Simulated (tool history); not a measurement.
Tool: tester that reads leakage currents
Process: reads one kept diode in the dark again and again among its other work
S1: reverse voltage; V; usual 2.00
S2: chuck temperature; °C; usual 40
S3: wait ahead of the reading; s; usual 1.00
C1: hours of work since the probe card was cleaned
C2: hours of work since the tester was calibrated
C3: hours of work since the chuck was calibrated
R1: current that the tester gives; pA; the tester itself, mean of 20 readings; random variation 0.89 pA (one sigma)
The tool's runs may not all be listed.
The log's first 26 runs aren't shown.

run,hour,S1,S2,S3,C1,C2,C3,R1
27,699.8,1.66,56,4.47,52,438,45,970.22
28,733.6,4.40,28,8.26,73,459,66,149.00
29,767.4,2.00,58,1.00,94,480,86,1225.91
30,793.6,2.00,58,1.00,110,496,102,1233.80
31,812.3,3.58,58,1.00,121,507,114,1579.39
32,847.0,7.72,43,1.06,142,528,135,691.71
33,868.9,4.86,41,1.21,156,542,148,485.66
34,890.6,4.86,41,1.21,169,555,162,487.30
35,919.3,4.86,41,1.21,187,573,179,488.57
36,943.5,4.86,41,1.21,201,587,194,491.99
37,977.8,4.86,41,1.21,223,608,215,495.83
38,1004.7,2.00,40,3.83,239,625,232,313.74
39,1038.9,6.94,35,3.14,260,646,252,353.94

Run 40 comes next. What will it give?
40,1063.4,6.94,35,3.14,275,661,267,?

Run 40 gave R1 356.80 pA.
Without the tool's hidden state the same run would have given R1 330.88 pA.
